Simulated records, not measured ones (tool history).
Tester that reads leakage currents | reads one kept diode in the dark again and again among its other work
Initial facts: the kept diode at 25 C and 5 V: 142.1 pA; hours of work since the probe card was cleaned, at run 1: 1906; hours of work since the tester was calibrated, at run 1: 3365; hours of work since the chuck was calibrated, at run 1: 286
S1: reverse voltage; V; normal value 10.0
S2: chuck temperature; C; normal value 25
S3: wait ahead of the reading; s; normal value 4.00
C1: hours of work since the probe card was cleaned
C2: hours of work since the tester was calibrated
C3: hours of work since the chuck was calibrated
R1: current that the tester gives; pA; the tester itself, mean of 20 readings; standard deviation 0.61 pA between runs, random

{"run": 1, "day": 0.0, "S1": 10.0, "S2": 25, "S3": 4.0, "C1": 1906, "C2": 3365, "C3": 286, "R1": 208.23}
{"run": 2, "day": 6.929, "S1": 10.0, "S2": 25, "S3": 4.0, "C1": 1986, "C2": 3446, "C3": 367, "R1": 207.24}
{"run": 3, "day": 14.938, "S1": 10.0, "S2": 25, "S3": 4.0, "C1": 2080, "C2": 3539, "C3": 460, "R1": 206.64}
{"run": 4, "day": 19.2, "S1": 10.0, "S2": 25, "S3": 0.35, "C1": 2130, "C2": 3589, "C3": 510, "R1": 209.3}
{"run": 5, "day": 28.729, "S1": 10.0, "S2": 25, "S3": 0.35, "C1": 2241, "C2": 3700, "C3": 621, "R1": 207.82}
{"run": 6, "day": 36.771, "S1": 10.0, "S2": 25, "S3": 0.35, "C1": 2335, "C2": 3794, "C3": 715, "R1": 205.98}
{"run": 7, "day": 44.008, "S1": 10.0, "S2": 59, "S3": 4.0, "C1": 2419, "C2": 3878, "C3": 799, "R1": 2888.3}
{"run": 8, "day": 49.729, "S1": 10.0, "S2": 33, "S3": 4.0, "C1": 2486, "C2": 3945, "C3": 866, "R1": 386.45}
{"run": 9, "day": 55.721, "S1": 10.0, "S2": 33, "S3": 4.0, "C1": 2556, "C2": 4015, "C3": 936, "R1": 383.11}
{"run": 10, "day": 62.729, "S1": 10.0, "S2": 33, "S3": 4.0, "C1": 2638, "C2": 4097, "C3": 1018, "R1": 379.08}
{"run": 11, "day": 69.296, "S1": 10.0, "S2": 25, "S3": 6.63, "C1": 2714, "C2": 4173, "C3": 1094, "R1": 195.71}
{"day": 73.162, "done": "chuck's temperature calibrated"}
{"run": 12, "day": 73.717, "S1": 10.0, "S2": 25, "S3": 1.9, "C1": 2765, "C2": 4224, "C3": 6, "R1": 227.45}
{"run": 13, "day": 82.758, "S1": 10.0, "S2": 25, "S3": 1.9, "C1": 2870, "C2": 4329, "C3": 112, "R1": 225.13}
{"run": 14, "day": 91.146, "S1": 10.0, "S2": 25, "S3": 1.9, "C1": 2968, "C2": 4427, "C3": 210, "R1": 224.52}
{"run": 15, "day": 97.821, "S1": 1.5, "S2": 25, "S3": 4.0, "C1": 3046, "C2": 4505, "C3": 288, "R1": 78.76}
{"run": 16, "day": 105.912, "S1": 1.5, "S2": 25, "S3": 4.0, "C1": 3141, "C2": 4600, "C3": 382, "R1": 77.67}
{"run": 17, "day": 110.658, "S1": 1.5, "S2": 25, "S3": 4.0, "C1": 3196, "C2": 4655, "C3": 438, "R1": 77.01}
{"day": 114.683, "done": "probe card cleaned and baked"}
{"run": 18, "day": 121.208, "S1": 2.8, "S2": 22, "S3": 6.86, "C1": 76, "C2": 4777, "C3": 559, "R1": 77.03}
{"run": 19, "day": 127.292, "S1": 2.8, "S2": 22, "S3": 6.86, "C1": 147, "C2": 4848, "C3": 630, "R1": 76.73}
{"run": 20, "day": 134.162, "S1": 2.8, "S2": 22, "S3": 6.86, "C1": 227, "C2": 4928, "C3": 710, "R1": 75.8}
{"day": 136.15, "done": "tester calibrated"}
{"run": 21, "day": 144.25, "S1": 2.0, "S2": 25, "S3": 1.39, "C1": 344, "C2": 95, "C3": 827, "R1": 81.41}
{"run": 22, "day": 151.883, "S1": 2.5, "S2": 25, "S3": 0.68, "C1": 433, "C2": 184, "C3": 916, "R1": 90.19}
{"run": 23, "day": 157.975, "S1": 3.8, "S2": 46, "S3": 4.89, "C1": 504, "C2": 255, "C3": 987, "R1": 642.31}
{"run": 24, "day": 163.617, "S1": 5.2, "S2": 56, "S3": 5.28, "C1": 570, "C2": 321, "C3": 1053, "R1": 1624.44}

Run 25 comes next. What will it give?
{"run": 25, "day": 170.562, "S1": 14.0, "S2": 47, "S3": 0.91, "C1": 651, "C2": 402, "C3": 1134, "R1": "?"}

Run 25 yielded R1 1366.20 pA.
With no hidden state in the tool, this same run would have given R1 1528.16 pA.

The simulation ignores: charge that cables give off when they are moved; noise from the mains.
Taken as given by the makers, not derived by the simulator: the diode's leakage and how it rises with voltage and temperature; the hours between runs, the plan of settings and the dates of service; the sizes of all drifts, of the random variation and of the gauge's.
